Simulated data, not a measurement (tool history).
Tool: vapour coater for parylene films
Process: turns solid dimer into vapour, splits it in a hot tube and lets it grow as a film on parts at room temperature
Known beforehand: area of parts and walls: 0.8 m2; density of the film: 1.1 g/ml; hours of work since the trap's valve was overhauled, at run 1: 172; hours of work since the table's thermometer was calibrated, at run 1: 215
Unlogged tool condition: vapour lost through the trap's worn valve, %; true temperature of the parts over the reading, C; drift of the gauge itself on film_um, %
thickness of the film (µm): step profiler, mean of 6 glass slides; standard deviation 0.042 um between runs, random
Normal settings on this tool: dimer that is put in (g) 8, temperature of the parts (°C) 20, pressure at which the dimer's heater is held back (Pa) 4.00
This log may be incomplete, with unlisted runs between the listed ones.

| run | day | dimer that is put in (g) | temperature of the parts (°C) | pressure at which the dimer's heater is held back (Pa) | hours of work since the trap's valve was overhauled | hours of work since the table's thermometer was calibrated | thickness of the film (µm) |
|---|---|---|---|---|---|---|---|
| 1 | 0.000 | 8 | 20 | 4.00 | 172 | 215 | 5.92 |
| 2 | 1.883 | 8 | 20 | 4.00 | 200 | 243 | 5.81 |
| 3 | 4.700 | 8 | 20 | 4.00 | 241 | 284 | 5.86 |
| 4 | 7.188 | 8 | 20 | 4.00 | 278 | 321 | 5.81 |
|  | 8.062 | trap's valve overhauled |
| 5 | 10.438 | 8 | 20 | 4.00 | 35 | 367 | 6.10 |
| 6 | 13.462 | 8 | 20 | 4.00 | 80 | 412 | 6.08 |
| 7 | 16.508 | 8 | 20 | 4.00 | 125 | 457 | 5.90 |
| 8 | 18.642 | 8 | 20 | 4.00 | 157 | 488 | 5.89 |
| 9 | 21.521 | 8 | 20 | 4.00 | 199 | 531 | 5.83 |
| 10 | 23.062 | 8 | 20 | 4.00 | 222 | 554 | 5.86 |
| 11 | 26.025 | 8 | 20 | 4.00 | 266 | 598 | 5.76 |
|  | 27.575 | trap's valve overhauled |
| 12 | 28.979 | 8 | 20 | 4.00 | 21 | 639 | 6.08 |
| 13 | 31.429 | 8 | 20 | 11.38 | 57 | 675 | 4.89 |
| 14 | 34.425 | 8 | 20 | 11.38 | 102 | 720 | 4.79 |
| 15 | 37.338 | 12 | 13 | 11.38 | 145 | 763 | 8.02 |
| 16 | 40.025 | 12 | 13 | 11.38 | 185 | 803 | 7.94 |
| 17 | 41.950 | 8 | 20 | 8.80 | 213 | 831 | 4.92 |
| 18 | 43.467 | 5 | 20 | 3.24 | 236 | 854 | 3.78 |
| 19 | 45.042 | 13 | 20 | 10.91 | 259 | 877 | 7.59 |
| 20 | 46.800 | 11 | 17 | 3.07 | 285 | 903 | 8.88 |
|  | 47.254 | trap's valve overhauled |
| 21 | 49.575 | 4 | 26 | 3.42 | 34 | 942 | 2.80 |
| 22 | 52.179 | 8 | 15 | 8.31 | 73 | 980 | 5.54 |
| 23 | 53.583 | 3 | 20 | 4.00 | 94 | 1001 | 2.25 |

Some steps in thickness of the film (µm) between neighbouring runs. How much of each would the tool show without its hidden state too (settings, what came in, random variation), and how much is left for the hidden state, with any gauge scatter that isn't in both results?
Run 4 -> 5: trap's valve overhauled. thickness of the film (µm) +0.29: hidden state +0.31, all else -0.02.
Run 18 -> 19: dimer that is put in (g) 5 -> 13, pressure at which the dimer's heater is held back (Pa) 3.24 -> 10.91. thickness of the film (µm) +3.81: hidden state -0.23, all else +4.04.
Run 20 -> 21: dimer that is put in (g) 11 -> 4, temperature of the parts (°C) 17 -> 26, pressure at which the dimer's heater is held back (Pa) 3.07 -> 3.42, trap's valve overhauled. thickness of the film (µm) -6.08: hidden state +0.52, all else -6.60.
